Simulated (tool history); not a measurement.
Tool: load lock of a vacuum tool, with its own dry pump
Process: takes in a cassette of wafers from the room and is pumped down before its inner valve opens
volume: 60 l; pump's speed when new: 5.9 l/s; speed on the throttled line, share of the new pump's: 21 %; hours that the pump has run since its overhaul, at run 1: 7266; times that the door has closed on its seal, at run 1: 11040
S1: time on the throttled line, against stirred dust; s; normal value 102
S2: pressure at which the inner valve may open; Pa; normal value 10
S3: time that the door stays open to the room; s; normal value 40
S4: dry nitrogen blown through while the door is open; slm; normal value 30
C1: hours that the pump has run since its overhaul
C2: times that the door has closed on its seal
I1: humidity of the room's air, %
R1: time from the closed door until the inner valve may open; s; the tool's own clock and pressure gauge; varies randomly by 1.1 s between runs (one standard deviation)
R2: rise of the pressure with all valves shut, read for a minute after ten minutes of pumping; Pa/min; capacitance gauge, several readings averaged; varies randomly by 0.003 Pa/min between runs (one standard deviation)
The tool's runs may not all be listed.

| run | hour | S1 | S2 | S3 | S4 | C1 | C2 | I1 | R1 | R2 |
|---|---|---|---|---|---|---|---|---|---|---|
| 1 | 0.0 | 102 | 10 | 40 | 30 | 7266 | 11040 | 45.7 | 183.1 | 0.133 |
| 2 | 387.9 | 102 | 10 | 40 | 30 | 7653 | 11759 | 41.7 | 182.5 | 0.135 |
| 3 | 809.3 | 102 | 10 | 40 | 30 | 8075 | 12539 | 46.1 | 181.8 | 0.144 |
| 4 | 1237.2 | 102 | 10 | 40 | 30 | 8503 | 13332 | 43.9 | 181.6 | 0.166 |
| 5 | 1613.7 | 102 | 10 | 40 | 30 | 8879 | 14029 | 44.5 | 183.6 | 0.170 |
| 6 | 2017.1 | 102 | 10 | 40 | 30 | 9283 | 14777 | 44.4 | 182.2 | 0.183 |
| 7 | 2305.5 | 102 | 10 | 40 | 30 | 9571 | 15311 | 45.9 | 182.2 | 0.196 |
| 8 | 2562.1 | 102 | 10 | 40 | 30 | 9828 | 15787 | 43.4 | 184.7 | 0.202 |
| 9 | 2920.5 | 102 | 10 | 40 | 30 | 10186 | 16450 | 45.6 | 185.5 | 0.221 |
| 10 | 3408.1 | 102 | 10 | 40 | 30 | 10674 | 17354 | 45.5 | 185.8 | 0.221 |
| 11 | 3906.9 | 102 | 10 | 40 | 30 | 11172 | 18278 | 46.2 | 182.9 | 0.241 |
| 12 | 4308.1 | 59 | 10 | 40 | 27 | 11574 | 19021 | 46.7 | 154.0 | 0.259 |
| 13 | 4732.8 | 59 | 10 | 40 | 27 | 11998 | 19808 | 47.2 | 152.9 | 0.268 |
| 14 | 5266.0 | 59 | 10 | 40 | 27 | 12532 | 20796 | 44.4 | 155.1 | 0.285 |
| 15 | 5745.3 | 59 | 10 | 40 | 27 | 13011 | 21684 | 46.2 | 153.5 | 0.311 |
| 16 | 6111.8 | 59 | 10 | 40 | 27 | 13377 | 22363 | 45.1 | 155.5 | 0.313 |
| 17 | 6480.0 | 59 | 10 | 40 | 27 | 13746 | 23045 | 45.7 | 155.8 | 0.338 |
| 18 | 6896.6 | 100 | 10 | 40 | 30 | 14162 | 23817 | 47.1 | 187.1 | 0.348 |
| 19 | 7416.1 | 100 | 10 | 40 | 30 | 14682 | 24779 | 45.7 | 187.1 | 0.375 |
|  | 7577.8 | dry pump taken out, an overhauled one fitted |
| 20 | 7838.3 | 100 | 10 | 40 | 30 | 260 | 25550 | 44.4 | 173.9 | 0.386 |
| 21 | 8075.4 | 61 | 10 | 25 | 8 | 498 | 25989 | 46.4 | 142.6 | 0.417 |
| 22 | 8631.3 | 61 | 10 | 25 | 8 | 1053 | 27019 | 41.2 | 143.6 | 0.438 |

Predict each of these 5 candidate next runs independently; none follows another, all start after run 22:
| A | 9127.8 | 102 | 10 | 55 | 30 | 1550 | 27939 | 46.5 | ? | ? |
| B | 9127.8 | 61 | 10 | 25 | 12 | 1550 | 27939 | 47.4 | ? | ? |
| C | 9127.8 | 109 | 10 | 25 | 16 | 1550 | 27939 | 45.5 | ? | ? |
| D | 9127.8 | 64 | 10 | 25 | 8 | 1550 | 27939 | 44.7 | ? | ? |
| E | 9127.8 | 61 | 10 | 37 | 8 | 1550 | 27939 | 47.4 | ? | ? |

| run | R1 | R2 |
|---|---|---|
| A | 176.7 | 0.469 |
| B | 143.1 | 0.466 |
| C | 179.4 | 0.456 |
| D | 145.9 | 0.463 |
| E | 140.7 | 0.484 |
Stripped of hidden state, with their random variation kept, the same runs would have yielded:
| run | R1 | R2 |
|---|---|---|
| A | 175.7 | 0.028 |
| B | 142.3 | 0.036 |
| C | 178.5 | 0.031 |
| D | 144.9 | 0.037 |
| E | 139.9 | 0.050 |
